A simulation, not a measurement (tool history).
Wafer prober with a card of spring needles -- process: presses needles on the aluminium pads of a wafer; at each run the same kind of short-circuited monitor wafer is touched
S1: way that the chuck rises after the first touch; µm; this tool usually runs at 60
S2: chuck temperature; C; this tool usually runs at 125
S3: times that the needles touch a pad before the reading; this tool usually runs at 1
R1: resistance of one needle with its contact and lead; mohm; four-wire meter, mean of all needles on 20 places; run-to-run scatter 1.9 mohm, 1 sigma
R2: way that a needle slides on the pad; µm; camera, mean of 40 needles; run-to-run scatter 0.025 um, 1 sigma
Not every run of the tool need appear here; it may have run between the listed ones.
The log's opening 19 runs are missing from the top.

{"run": 20, "hour": 266.8, "S1": 62, "S2": 43, "S3": 2, "R1": 222, "R2": 14.25}
{"run": 21, "hour": 282.8, "S1": 62, "S2": 43, "S3": 2, "R1": 236, "R2": 14.27}
{"hour": 285.8, "done": "tips cleaned on abrasive film"}
{"run": 22, "hour": 295.7, "S1": 64, "S2": 37, "S3": 1, "R1": 233, "R2": 14.72}
{"run": 23, "hour": 307.2, "S1": 68, "S2": 58, "S3": 1, "R1": 246, "R2": 15.65}
{"run": 24, "hour": 317.5, "S1": 68, "S2": 58, "S3": 1, "R1": 251, "R2": 15.67}
{"hour": 320.1, "done": "tips cleaned on abrasive film"}
{"run": 25, "hour": 330.2, "S1": 68, "S2": 58, "S3": 1, "R1": 227, "R2": 15.67}
{"run": 26, "hour": 345.1, "S1": 58, "S2": 125, "S3": 1, "R1": 277, "R2": 13.3}
{"hour": 355.1, "done": "tips cleaned on abrasive film"}
{"run": 27, "hour": 360.1, "S1": 53, "S2": 106, "S3": 1, "R1": 242, "R2": 12.12}

Run 28 has not been measured yet. What should we expect?
{"run": 28, "hour": 379.2, "S1": 60, "S2": 31, "S3": 3, "R1": "?", "R2": "?"}

Run 28 yielded R1 217 mohm, R2 13.74 µm.
The same run, on a tool lacking any hidden state, would have yielded R1 187 mohm, R2 14.06 µm.

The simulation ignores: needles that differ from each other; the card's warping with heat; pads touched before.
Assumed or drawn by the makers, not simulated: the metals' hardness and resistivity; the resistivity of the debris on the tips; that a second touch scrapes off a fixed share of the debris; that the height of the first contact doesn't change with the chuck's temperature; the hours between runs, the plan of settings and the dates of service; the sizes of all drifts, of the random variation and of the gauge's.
